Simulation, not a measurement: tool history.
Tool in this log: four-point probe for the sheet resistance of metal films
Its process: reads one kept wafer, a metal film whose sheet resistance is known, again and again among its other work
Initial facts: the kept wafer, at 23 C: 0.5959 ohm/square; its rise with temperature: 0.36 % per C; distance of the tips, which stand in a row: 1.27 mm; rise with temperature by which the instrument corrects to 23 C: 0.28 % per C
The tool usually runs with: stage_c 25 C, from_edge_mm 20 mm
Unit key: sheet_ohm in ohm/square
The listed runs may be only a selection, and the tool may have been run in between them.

Run 1, hour 0: usual settings. Result: sheet_ohm 0.599803 ohm/square.
Run 2, hour 23.3: usual settings. Result: sheet_ohm 0.599584 ohm/square.
At hour 41.9: stage's thermometer calibrated.
Run 3, hour 54.1: usual settings but from_edge_mm 4 mm. Result: sheet_ohm 0.627876 ohm/square.
Run 4, hour 104.3: usual settings but from_edge_mm 4 mm. Result: sheet_ohm 0.627409 ohm/square.
Run 5, hour 140.5: usual settings. Result: sheet_ohm 0.598164 ohm/square.
Run 6, hour 193.9: usual settings. Result: sheet_ohm 0.598272 ohm/square.
Run 7, hour 220.3: usual settings. Result: sheet_ohm 0.598211 ohm/square.
Run 8, hour 262.2: usual settings. Result: sheet_ohm 0.598334 ohm/square.
Run 9, hour 298.2: usual settings. Result: sheet_ohm 0.598069 ohm/square.
Run 10, hour 324: usual settings. Result: sheet_ohm 0.598128 ohm/square.
Run 11, hour 375: usual settings. Result: sheet_ohm 0.598156 ohm/square.
Run 12, hour 399.2: usual settings but stage_c 35 C. Result: sheet_ohm 0.60289 ohm/square.
Run 13, hour 439.2: usual settings but stage_c 35 C. Result: sheet_ohm 0.602756 ohm/square.
Run 14, hour 477.2: usual settings but stage_c 33 C. Result: sheet_ohm 0.601811 ohm/square.
Run 15, hour 502.6: usual settings but stage_c 33 C. Result: sheet_ohm 0.601497 ohm/square.
Run 16, hour 524.3: usual settings but stage_c 33 C. Result: sheet_ohm 0.601858 ohm/square.
Run 17, hour 554.1: usual settings but stage_c 33 C. Result: sheet_ohm 0.601456 ohm/square.
Run 18, hour 579.4: usual settings but stage_c 33 C. Result: sheet_ohm 0.601797 ohm/square.
Run 19, hour 631.2: usual settings but stage_c 33 C. Result: sheet_ohm 0.601765 ohm/square.
Run 20, hour 674.2: usual settings. Result: sheet_ohm 0.597871 ohm/square.
Run 21, hour 725.8: usual settings. Result: sheet_ohm 0.597669 ohm/square.
Run 22, hour 769.1: usual settings. Result: sheet_ohm 0.597436 ohm/square.
Run 23, hour 813.5: usual settings but stage_c 29 C, from_edge_mm 6 mm. Result: sheet_ohm 0.612355 ohm/square.
Run 24, hour 854: usual settings but stage_c 26 C, from_edge_mm 65 mm. Result: sheet_ohm 0.596779 ohm/square.
Run 25, hour 876.3: usual settings but stage_c 28 C, from_edge_mm 6 mm. Result: sheet_ohm 0.611927 ohm/square.
Run 26, hour 914.1: usual settings but stage_c 28 C, from_edge_mm 61 mm. Result: sheet_ohm 0.597915 ohm/square.
Run 27, hour 945.8: usual settings but stage_c 30 C, from_edge_mm 19 mm. Result: sheet_ohm 0.600038 ohm/square.
Run 28, hour 979.7: usual settings but stage_c 33 C, from_edge_mm 19 mm. Result: sheet_ohm 0.601402 ohm/square.
Run 29, hour 1007.7: usual settings but stage_c 23 C, from_edge_mm 37 mm. Result: sheet_ohm 0.59519 ohm/square.
Run 30, hour 1056.6: usual settings but stage_c 27 C. Result: sheet_ohm 0.598315 ohm/square.
Run 31, hour 1092.4: usual settings but stage_c 24 C, from_edge_mm 31 mm. Result: sheet_ohm 0.596001 ohm/square.
Run 32, hour 1119.6: usual settings but from_edge_mm 22 mm. Result: sheet_ohm 0.596801 ohm/square.
Run 33, hour 1159.5: usual settings but stage_c 24 C, from_edge_mm 13 mm. Result: sheet_ohm 0.598436 ohm/square.
Run 34, hour 1211.6: usual settings but from_edge_mm 5 mm. Result: sheet_ohm 0.615719 ohm/square.
Run 35, hour 1255.7: usual settings but stage_c 18 C, from_edge_mm 5 mm. Result: sheet_ohm 0.612321 ohm/square.
Run 36, hour 1294.2: usual settings but stage_c 18 C, from_edge_mm 5 mm. Result: sheet_ohm 0.611982 ohm/square.
Run 37, hour 1325.6: usual settings but stage_c 18 C, from_edge_mm 4 mm. Result: sheet_ohm 0.622474 ohm/square.
Run 38, hour 1355.1: usual settings but stage_c 27 C, from_edge_mm 7 mm. Result: sheet_ohm 0.607146 ohm/square.
Run 39, hour 1385.6: usual settings but stage_c 27 C, from_edge_mm 7 mm. Result: sheet_ohm 0.607187 ohm/square.
Run 40, hour 1421.3: usual settings but stage_c 27 C, from_edge_mm 7 mm. Result: sheet_ohm 0.606986 ohm/square.
Run 41, hour 1452.3: usual settings but stage_c 28 C. Result: sheet_ohm 0.59852 ohm/square.
Run 42, hour 1476.2: usual settings but stage_c 27 C, from_edge_mm 3 mm. Result: sheet_ohm 0.64849 ohm/square.
Run 43, hour 1523.2: usual settings but stage_c 34 C, from_edge_mm 37 mm. Result: sheet_ohm 0.600547 ohm/square.
Run 44, hour 1555.5: usual settings but stage_c 34 C, from_edge_mm 37 mm. Result: sheet_ohm 0.600096 ohm/square.

Forecast each of these 3 alternatives for the next run:
Run A, hour 1590: usual settings but stage_c 34 C, from_edge_mm 3 mm. Result: sheet_ohm ?.
Run B, hour 1590: usual settings but stage_c 27 C, from_edge_mm 64 mm. Result: sheet_ohm ?.
Run C, hour 1590: usual settings but from_edge_mm 36 mm. Result: sheet_ohm ?.

run  sheet_ohm
  A   0.652031
  B   0.596384
  C   0.595865
Take away the tool's hidden state, keep each run's random variation, and the runs would have read:
run  sheet_ohm
  A   0.653609
  B   0.597829
  C   0.597306

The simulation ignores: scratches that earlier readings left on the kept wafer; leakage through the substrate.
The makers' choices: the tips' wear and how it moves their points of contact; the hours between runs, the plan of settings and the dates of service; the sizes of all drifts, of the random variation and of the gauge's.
